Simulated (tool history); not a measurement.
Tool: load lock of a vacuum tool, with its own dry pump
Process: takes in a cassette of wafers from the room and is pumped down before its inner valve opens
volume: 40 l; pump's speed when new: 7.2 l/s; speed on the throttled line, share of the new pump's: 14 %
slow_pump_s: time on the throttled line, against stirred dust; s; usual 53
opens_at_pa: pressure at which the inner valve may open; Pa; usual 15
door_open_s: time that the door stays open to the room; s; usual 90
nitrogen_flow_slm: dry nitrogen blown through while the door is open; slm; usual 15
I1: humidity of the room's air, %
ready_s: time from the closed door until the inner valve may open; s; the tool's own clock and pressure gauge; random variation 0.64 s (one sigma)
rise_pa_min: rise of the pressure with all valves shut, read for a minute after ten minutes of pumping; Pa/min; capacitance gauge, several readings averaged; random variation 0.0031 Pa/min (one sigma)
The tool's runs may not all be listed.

Run 1, hour 0.0: usual settings; I1 43.6. Result: ready_s 102.9 s, rise_pa_min 0.103 Pa/min.
Run 2, hour 103.0: usual settings; I1 47.1. Result: ready_s 101.9 s, rise_pa_min 0.115 Pa/min.
Run 3, hour 257.9: usual settings; I1 42.4. Result: ready_s 102.5 s, rise_pa_min 0.104 Pa/min.
Run 4, hour 339.2: usual settings; I1 47.1. Result: ready_s 102.5 s, rise_pa_min 0.113 Pa/min.
Run 5, hour 480.0: usual settings but nitrogen_flow_slm 6 slm; I1 44.4. Result: ready_s 103.0 s, rise_pa_min 0.126 Pa/min.
Run 6, hour 584.0: usual settings but nitrogen_flow_slm 6 slm; I1 47.6. Result: ready_s 102.8 s, rise_pa_min 0.141 Pa/min.
Run 7, hour 711.0: usual settings but nitrogen_flow_slm 6 slm; I1 46.3. Result: ready_s 101.8 s, rise_pa_min 0.134 Pa/min.
Run 8, hour 826.1: usual settings but nitrogen_flow_slm 6 slm; I1 44.1. Result: ready_s 103.6 s, rise_pa_min 0.133 Pa/min.
Run 9, hour 1004.1: usual settings but nitrogen_flow_slm 6 slm; I1 46.4. Result: ready_s 103.7 s, rise_pa_min 0.135 Pa/min.
Run 10, hour 1112.5: usual settings but nitrogen_flow_slm 6 slm; I1 44.9. Result: ready_s 102.2 s, rise_pa_min 0.142 Pa/min.
Run 11, hour 1221.0: usual settings but nitrogen_flow_slm 35 slm; I1 44.1. Result: ready_s 103.3 s, rise_pa_min 0.106 Pa/min.
Run 12, hour 1357.5: usual settings but nitrogen_flow_slm 35 slm; I1 44.9. Result: ready_s 103.3 s, rise_pa_min 0.105 Pa/min.
Run 13, hour 1493.8: usual settings but door_open_s 34 s, nitrogen_flow_slm 35 slm; I1 47.7. Result: ready_s 104.1 s, rise_pa_min 0.097 Pa/min.
Run 14, hour 1587.2: usual settings but door_open_s 34 s, nitrogen_flow_slm 35 slm; I1 42.3. Result: ready_s 103.2 s, rise_pa_min 0.105 Pa/min.
Run 15, hour 1685.4: usual settings but slow_pump_s 63 s; I1 47.4. Result: ready_s 111.8 s, rise_pa_min 0.132 Pa/min.
Run 16, hour 1765.0: usual settings but slow_pump_s 63 s; I1 45.7. Result: ready_s 111.3 s, rise_pa_min 0.136 Pa/min.
Run 17, hour 1889.1: usual settings but slow_pump_s 63 s; I1 40.6. Result: ready_s 113.0 s, rise_pa_min 0.134 Pa/min.
Run 18, hour 2050.2: usual settings but slow_pump_s 63 s; I1 48.5. Result: ready_s 112.2 s, rise_pa_min 0.135 Pa/min.
Run 19, hour 2149.2: usual settings but opens_at_pa 13 Pa; I1 43.5. Result: ready_s 105.4 s, rise_pa_min 0.138 Pa/min.
Run 20, hour 2282.5: usual settings but slow_pump_s 92 s, opens_at_pa 23 Pa, nitrogen_flow_slm 18 slm; I1 45.7. Result: ready_s 133.9 s, rise_pa_min 0.141 Pa/min.
Run 21, hour 2419.4: usual settings but slow_pump_s 63 s, opens_at_pa 21 Pa; I1 44.1. Result: ready_s 109.8 s, rise_pa_min 0.138 Pa/min.
Run 22, hour 2571.3: usual settings but slow_pump_s 63 s, opens_at_pa 21 Pa; I1 43.0. Result: ready_s 110.6 s, rise_pa_min 0.142 Pa/min.
Run 23, hour 2730.1: usual settings but door_open_s 92 s, nitrogen_flow_slm 26 slm; I1 46.4. Result: ready_s 105.3 s, rise_pa_min 0.139 Pa/min.
Run 24, hour 2869.5: usual settings but door_open_s 92 s, nitrogen_flow_slm 26 slm; I1 46.2. Result: ready_s 103.8 s, rise_pa_min 0.142 Pa/min.
Run 25, hour 2980.2: usual settings but slow_pump_s 61 s, door_open_s 98 s, nitrogen_flow_slm 26 slm; I1 42.3. Result: ready_s 112.9 s, rise_pa_min 0.137 Pa/min.
Run 26, hour 3137.0: usual settings but slow_pump_s 40 s, opens_at_pa 13 Pa, door_open_s 68 s, nitrogen_flow_slm 6 slm; I1 45.4. Result: ready_s 95.6 s, rise_pa_min 0.164 Pa/min.
Run 27, hour 3251.6: usual settings but slow_pump_s 40 s, opens_at_pa 13 Pa, door_open_s 68 s, nitrogen_flow_slm 6 slm; I1 45.0. Result: ready_s 95.7 s, rise_pa_min 0.160 Pa/min.
Run 28, hour 3368.2: usual settings but slow_pump_s 59 s, opens_at_pa 10 Pa, nitrogen_flow_slm 10 slm; I1 44.5. Result: ready_s 112.4 s, rise_pa_min 0.159 Pa/min.
Run 29, hour 3512.2: usual settings but slow_pump_s 51 s, door_open_s 34 s, nitrogen_flow_slm 31 slm; I1 48.0. Result: ready_s 103.5 s, rise_pa_min 0.135 Pa/min.
Run 30, hour 3660.9: usual settings but slow_pump_s 51 s, door_open_s 34 s, nitrogen_flow_slm 31 slm; I1 44.5. Result: ready_s 103.4 s, rise_pa_min 0.130 Pa/min.
Run 31, hour 3763.2: usual settings but slow_pump_s 51 s, door_open_s 34 s, nitrogen_flow_slm 31 slm; I1 47.5. Result: ready_s 103.4 s, rise_pa_min 0.128 Pa/min.
Run 32, hour 3860.9: usual settings but slow_pump_s 51 s, door_open_s 34 s, nitrogen_flow_slm 31 slm; I1 46.4. Result: ready_s 103.5 s, rise_pa_min 0.138 Pa/min.

Run 33 comes next. What will it give?
Run 33, hour 4031.8: usual settings but slow_pump_s 86 s, door_open_s 70 s, nitrogen_flow_slm 5 slm; I1 45.1. Result: ready_s ?, rise_pa_min ?.

ready_s: 132.3 s
rise_pa_min: 0.168 Pa/min
Without the tool's hidden state the same run would have given ready_s 122.8 s, rise_pa_min 0.065 Pa/min.
